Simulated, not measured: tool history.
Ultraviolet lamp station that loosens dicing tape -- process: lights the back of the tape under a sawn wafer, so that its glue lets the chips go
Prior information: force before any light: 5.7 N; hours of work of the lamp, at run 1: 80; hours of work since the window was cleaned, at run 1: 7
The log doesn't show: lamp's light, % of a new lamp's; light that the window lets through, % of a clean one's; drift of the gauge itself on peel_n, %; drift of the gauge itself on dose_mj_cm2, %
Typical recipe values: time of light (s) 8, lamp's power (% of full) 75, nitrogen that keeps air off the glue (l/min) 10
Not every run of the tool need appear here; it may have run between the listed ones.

| run | day | time of light (s) | lamp's power (% of full) | nitrogen that keeps air off the glue (l/min) | hours of work of the lamp | hours of work since the window was cleaned | force that peels the tape off (N) | light that reached the tape (mJ/cm²) |
|---|---|---|---|---|---|---|---|---|
| 1 | 0 | 8 | 75 | 10 | 80 | 7 | 0.461 | 276 |
| 2 | 1.033 | 8 | 75 | 10 | 98 | 25 | 0.461 | 274 |
| 3 | 2.325 | 8 | 75 | 5 | 121 | 47 | 0.629 | 274 |
| 4 | 4.012 | 8 | 75 | 10 | 150 | 77 | 0.467 | 281 |
| 5 | 5.454 | 8 | 75 | 10 | 175 | 102 | 0.469 | 277 |
| 6 | 6.979 | 8 | 75 | 10 | 202 | 128 | 0.466 | 280 |
| 7 | 8.367 | 8 | 75 | 10 | 226 | 152 | 0.457 | 278 |
| 8 | 9.275 | 8 | 75 | 10 | 241 | 168 | 0.459 | 277 |
| 9 | 10.238 | 6 | 75 | 10 | 258 | 185 | 0.76 | 207 |
| 10 | 11.333 | 6 | 75 | 10 | 277 | 204 | 0.762 | 211 |
| 11 | 12.25 | 6 | 75 | 10 | 293 | 220 | 0.762 | 208 |
| 12 | 14.021 | 8 | 75 | 10 | 324 | 250 | 0.494 | 277 |
| 13 | 15.229 | 8 | 75 | 10 | 345 | 271 | 0.449 | 277 |
| 14 | 17.012 | 8 | 75 | 18 | 376 | 302 | 0.376 | 279 |
| 15 | 18.462 | 8 | 75 | 18 | 401 | 327 | 0.373 | 274 |
| 16 | 19.396 | 9 | 75 | 18 | 417 | 344 | 0.327 | 314 |
| 17 | 20.404 | 8 | 76 | 10 | 435 | 361 | 0.441 | 278 |
| 18 | 21.675 | 8 | 69 | 10 | 457 | 383 | 0.547 | 258 |
| 19 | 22.683 | 6 | 96 | 10 | 474 | 401 | 0.503 | 264 |
| 20 | 23.662 | 4 | 81 | 7 | 491 | 418 | 1.375 | 153 |
| 21 | 24.904 | 5 | 83 | 4 | 513 | 439 | 1.252 | 191 |
|  | 25.646 | window cleaned of glue's vapour |
| 22 | 25.975 | 6 | 78 | 6 | 531 | 6 | 0.883 | 216 |
| 23 | 27.596 | 6 | 78 | 6 | 559 | 34 | 0.893 | 216 |
| 24 | 29.129 | 7 | 74 | 10 | 586 | 61 | 0.594 | 243 |
| 25 | 30.758 | 7 | 66 | 10 | 614 | 89 | 0.738 | 216 |
| 26 | 32.029 | 8 | 66 | 17 | 636 | 111 | 0.473 | 245 |
| 27 | 32.921 | 8 | 66 | 9 | 651 | 126 | 0.593 | 245 |
| 28 | 34.367 | 8 | 75 | 5 | 677 | 151 | 0.635 | 278 |

Predict the results of run 29:
| 29 | 35.975 | 13 | 75 | 11 | 705 | 179 | ? | ? |

force that peels the tape off (N): 0.259
light that reached the tape (mJ/cm²): 453
Minus the tool's unlogged condition, the same run would have read force that peels the tape off (N) 0.259, light that reached the tape (mJ/cm²) 455.
